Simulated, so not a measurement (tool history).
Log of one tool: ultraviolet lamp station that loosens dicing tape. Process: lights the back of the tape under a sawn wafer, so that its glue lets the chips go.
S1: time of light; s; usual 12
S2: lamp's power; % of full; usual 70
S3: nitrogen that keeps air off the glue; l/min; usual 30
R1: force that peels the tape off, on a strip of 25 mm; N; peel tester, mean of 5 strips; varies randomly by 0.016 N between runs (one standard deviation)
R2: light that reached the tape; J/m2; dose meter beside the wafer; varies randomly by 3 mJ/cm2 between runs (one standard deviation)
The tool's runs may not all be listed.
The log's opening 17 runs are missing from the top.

run   hour  S1  S2  S3     R1    R2
 18  446.6  12  70  30  1.457  3160
 19  475.6  12  70  30  1.453  3180
     495.4  -- window cleaned of glue's vapour
 20  507.8  12  70  30  1.053  3770
 21  527.4  12  67  19  1.704  3590
 22  556.5  12  60  15  2.332  3190
 23  572.3  13  65  45  0.852  3670
 24  594.8  18  70  27  0.558  5520
 25  611.2   9  92  45  0.897  3570
 26  633.6  13  66  17  1.724  3640
 27  649.1  13  61  20  1.751  3410
 28  667.9  15  61  20  1.349  3850
 29  690.5  21  70  17  0.642  6160
 30    710  20  89  17  0.464  7430
 31  723.4   8  70  46  1.935  2320
 32  741.1  11  96  19  1.153  4350
 33  755.2  14  97  30  0.492  5650
 34  772.3   9  85  25  1.736  3160
 35  787.2  10  85  28  1.365  3450
 36  816.2  10  85  28   1.33  3440
 37  842.8  21  71  30  0.445  5960
 38  860.8  16  92  27  0.473  5860
 39  879.8  16  92  27  0.496  5860

What if the next run were any one of these 3? Each begins from the tool's condition after run 39:
  A  909.5  12  70  24   ?   ?
  B  909.5   7  80  13   ?   ?
  C  909.5  10  86  31   ?   ?

run     R1    R2
  A   1.64  3270
  B  3.966  2190
  C  1.304  3320
Without the tool's unlogged condition, the same runs would have read:
run     R1    R2
  A  0.889  4550
  B   2.76  3050
  C  0.683  4630
